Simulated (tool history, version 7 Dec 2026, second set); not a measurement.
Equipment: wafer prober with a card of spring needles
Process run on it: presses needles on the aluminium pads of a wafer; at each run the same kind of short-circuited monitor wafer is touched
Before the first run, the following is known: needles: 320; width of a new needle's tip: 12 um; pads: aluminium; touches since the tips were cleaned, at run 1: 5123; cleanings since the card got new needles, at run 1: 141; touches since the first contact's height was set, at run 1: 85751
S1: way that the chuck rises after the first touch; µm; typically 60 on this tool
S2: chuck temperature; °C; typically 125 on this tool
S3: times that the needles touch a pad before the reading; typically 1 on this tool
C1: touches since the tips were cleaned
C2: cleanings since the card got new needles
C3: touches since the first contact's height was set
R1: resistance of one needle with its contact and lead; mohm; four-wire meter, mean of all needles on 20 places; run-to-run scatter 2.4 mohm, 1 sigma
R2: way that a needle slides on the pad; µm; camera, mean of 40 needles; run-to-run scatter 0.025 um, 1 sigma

Run 1, hour 0: usual settings; C1 5123; C2 141; C3 85751. Result: R1 581 mohm, R2 15.35 µm.
At hour 8.5: tips cleaned on abrasive film.
At hour 29.3: tips cleaned on abrasive film.
Run 2, hour 45.8: usual settings; C1 7867; C2 143; C3 107509. Result: R1 595 mohm, R2 15.3 µm.
At hour 50: tips cleaned on abrasive film.
At hour 70.3: tips cleaned on abrasive film.
At hour 91.2: tips cleaned on abrasive film.
At hour 108.2: tips cleaned on abrasive film.
Run 3, hour 111.3: usual settings but S2 109 °C; C1 1491; C2 147; C3 138628. Result: R1 470 mohm, R2 15.24 µm.
At hour 128: tips cleaned on abrasive film.
At hour 147.9: tips cleaned on abrasive film.
At hour 167.9: tips cleaned on abrasive film.
At hour 180.4: height of the first contact set anew.
At hour 188.9: tips cleaned on abrasive film.
Run 4, hour 191.1: usual settings but S2 109 °C; C1 1017; C2 151; C3 5048. Result: R1 469 mohm, R2 15.06 µm.
At hour 207.2: tips cleaned on abrasive film.
At hour 228.4: tips cleaned on abrasive film.
Run 5, hour 232.7: usual settings but S2 109 °C; C1 2058; C2 153; C3 24826. Result: R1 539 mohm, R2 15.03 µm.
At hour 249.4: tips cleaned on abrasive film.
At hour 266.4: tips cleaned on abrasive film.
At hour 286.6: tips cleaned on abrasive film.
At hour 303.6: tips cleaned on abrasive film.
Run 6, hour 311.5: usual settings; C1 3792; C2 157; C3 62303. Result: R1 596 mohm, R2 14.99 µm.
At hour 323.4: tips cleaned on abrasive film.
At hour 340.4: tips cleaned on abrasive film.
At hour 357.2: height of the first contact set anew, once more.
At hour 361.5: tips cleaned on abrasive film.
At hour 378.5: tips cleaned on abrasive film.
Run 7, hour 386.6: usual settings; C1 3846; C2 161; C3 13925. Result: R1 560 mohm, R2 15.48 µm.
At hour 399.3: tips cleaned on abrasive film.
At hour 420.2: tips cleaned on abrasive film.
At hour 437.2: tips cleaned on abrasive film.
Run 8, hour 450.7: usual settings but S1 71 µm; C1 6446; C2 164; C3 44428. Result: R1 509 mohm, R2 18.28 µm.
At hour 455: tips cleaned on abrasive film.
At hour 475.3: tips cleaned on abrasive film.
At hour 496.3: tips cleaned on abrasive film.
Run 9, hour 501: usual settings but S1 71 µm, S2 59 °C; C1 2264; C2 167; C3 68297. Result: R1 471 mohm, R2 18.24 µm.
At hour 517: tips cleaned on abrasive film.
At hour 538: tips cleaned on abrasive film.
At hour 555: tips cleaned on abrasive film.
Run 10, hour 568.4: usual settings but S1 71 µm, S2 59 °C; C1 6366; C2 170; C3 100330. Result: R1 527 mohm, R2 18.18 µm.
At hour 572.7: tips cleaned on abrasive film.
At hour 593.1: tips cleaned on abrasive film.
At hour 613.6: tips cleaned on abrasive film.
At hour 634.1: tips cleaned on abrasive film.
Run 11, hour 635.3: usual settings but S2 36 °C; C1 605; C2 174; C3 132130. Result: R1 402 mohm, R2 15.26 µm.
At hour 652.3: tips cleaned on abrasive film.
At hour 672.6: tips cleaned on abrasive film.
At hour 689.5: tips cleaned on abrasive film.
At hour 706.5: tips cleaned on abrasive film.
Run 12, hour 713.2: usual settings but S2 36 °C; C1 3191; C2 178; C3 169137. Result: R1 614 mohm, R2 15.23 µm.
At hour 717.7: height of the first contact set anew.
At hour 726.3: tips cleaned on abrasive film.
At hour 747.4: tips cleaned on abrasive film.
At hour 764.4: tips cleaned on abrasive film.
Run 13, hour 777.6: usual settings but S2 36 °C; C1 6338; C2 181; C3 28472. Result: R1 635 mohm, R2 15.45 µm.
At hour 785.4: tips cleaned on abrasive film.
At hour 805.3: tips cleaned on abrasive film.
At hour 825.8: tips cleaned on abrasive film.
Run 14, hour 839: usual settings but S2 36 °C; C1 6324; C2 184; C3 57647. Result: R1 638 mohm, R2 15.41 µm.
At hour 843.3: tips cleaned on abrasive film.
At hour 863: tips cleaned on abrasive film.
At hour 882.7: tips cleaned on abrasive film.
Run 15, hour 888.8: usual settings but S2 36 °C; C1 2908; C2 187; C3 81297. Result: R1 584 mohm, R2 15.34 µm.
At hour 901.6: tips cleaned on abrasive film.
At hour 921.4: tips cleaned on abrasive film.
At hour 941.6: tips cleaned on abrasive film.
Run 16, hour 949.9: usual settings but S1 43 µm, S3 3; C1 3946; C2 190; C3 110323. Result: R1 501 mohm, R2 10.89 µm.
At hour 962.7: tips cleaned on abrasive film.
At hour 983.5: tips cleaned on abrasive film.
At hour 1003.7: tips cleaned on abrasive film.
Run 17, hour 1018.4: usual settings but S3 2; C1 7002; C2 193; C3 142881. Result: R1 493 mohm, R2 15.3 µm.
At hour 1022.1: tips cleaned on abrasive film.
At hour 1042.3: tips cleaned on abrasive film.
At hour 1059.2: tips cleaned on abrasive film.
At hour 1079.9: tips cleaned on abrasive film.
At hour 1080.2: height of the first contact set anew.
Run 18, hour 1090.2: usual settings but S3 2; C1 4757; C2 197; C3 4757. Result: R1 482 mohm, R2 15.55 µm.
At hour 1098.1: tips cleaned on abrasive film.
At hour 1118.7: tips cleaned on abrasive film.
At hour 1138.5: tips cleaned on abrasive film.
At hour 1155.5: tips cleaned on abrasive film.
Run 19, hour 1158.8: usual settings but S3 2; C1 1582; C2 201; C3 37311. Result: R1 448 mohm, R2 15.45 µm.
At hour 1175.7: tips cleaned on abrasive film.
At hour 1192.7: tips cleaned on abrasive film.
At hour 1209.7: tips cleaned on abrasive film.
At hour 1226.7: tips cleaned on abrasive film.
Run 20, hour 1230.6: usual settings but S1 75 µm, S3 2; C1 1851; C2 205; C3 71414. Result: R1 390 mohm, R2 19.27 µm.
At hour 1245.7: tips cleaned on abrasive film.
At hour 1265.6: tips cleaned on abrasive film.
At hour 1286: tips cleaned on abrasive film.
Run 21, hour 1302.9: usual settings but S1 46 µm, S2 75 °C; C1 8050; C2 208; C3 105803. Result: R1 926 mohm, R2 11.73 µm.
At hour 1307.2: tips cleaned on abrasive film.
At hour 1326.6: tips cleaned on abrasive film.
At hour 1347.7: tips cleaned on abrasive film.
At hour 1366.6: tips cleaned on abrasive film.
Run 22, hour 1367.3: usual settings but S1 69 µm, S2 37 °C; C1 302; C2 212; C3 136376. Result: R1 335 mohm, R2 17.57 µm.
At hour 1383.7: tips cleaned on abrasive film.
At hour 1403.4: tips cleaned on abrasive film.
Run 23, hour 1405.9: usual settings but S1 69 µm, S2 37 °C; C1 1159; C2 214; C3 154719. Result: R1 460 mohm, R2 17.6 µm.
At hour 1422.3: tips cleaned on abrasive film.
At hour 1443: tips cleaned on abrasive film.
At hour 1443.3: height of the first contact set anew.
At hour 1464.5: tips cleaned on abrasive film.
At hour 1484.1: tips cleaned on abrasive film.
Run 24, hour 1484.2: usual settings but S1 59 µm, S2 34 °C; C1 70; C2 218; C3 19437. Result: R1 300 mohm, R2 15.2 µm.
At hour 1501.2: tips cleaned on abrasive film.
At hour 1522.3: tips cleaned on abrasive film.
At hour 1543.5: tips cleaned on abrasive film.
Run 25, hour 1554.3: usual settings but S1 59 µm, S2 34 °C; C1 5180; C2 221; C3 52778. Result: R1 693 mohm, R2 15.18 µm.
At hour 1562.7: tips cleaned on abrasive film.
At hour 1581.9: tips cleaned on abrasive film.
At hour 1598.9: tips cleaned on abrasive film.
At hour 1619.2: tips cleaned on abrasive film.
Run 26, hour 1628.7: usual settings but S1 42 µm, S2 34 °C; C1 4526; C2 225; C3 88122. Result: R1 1037 mohm, R2 10.74 µm.

3 options for the next run, each taken on its own from the tool as it stands now. Forecast them:
At hour 1637.2: tips cleaned on abrasive film.
At hour 1657.3: tips cleaned on abrasive film.
At hour 1677.5: tips cleaned on abrasive film.
Run A, hour 1687.8: usual settings but S1 45 µm, S2 73 °C; C1 4961; C2 228; C3 116229. Result: R1 ?, R2 ?.
At hour 1637.2: tips cleaned on abrasive film.
At hour 1657.3: tips cleaned on abrasive film.
At hour 1677.5: tips cleaned on abrasive film.
Run B, hour 1687.8: usual settings but S1 54 µm, S2 112 °C; C1 4961; C2 228; C3 116229. Result: R1 ?, R2 ?.
At hour 1637.2: tips cleaned on abrasive film.
At hour 1657.3: tips cleaned on abrasive film.
At hour 1677.5: tips cleaned on abrasive film.
Run C, hour 1687.8: usual settings but S1 75 µm, S2 31 °C, S3 2; C1 4961; C2 228; C3 116229. Result: R1 ?, R2 ?.

run   R1     R2
  A  968  11.41
  B  744  13.75
  C  424  19.19
Take away the tool's hidden state, keep each run's random variation, and the runs would have read:
run   R1     R2
  A  265  11.62
  B  273  13.96
  C  248   19.4
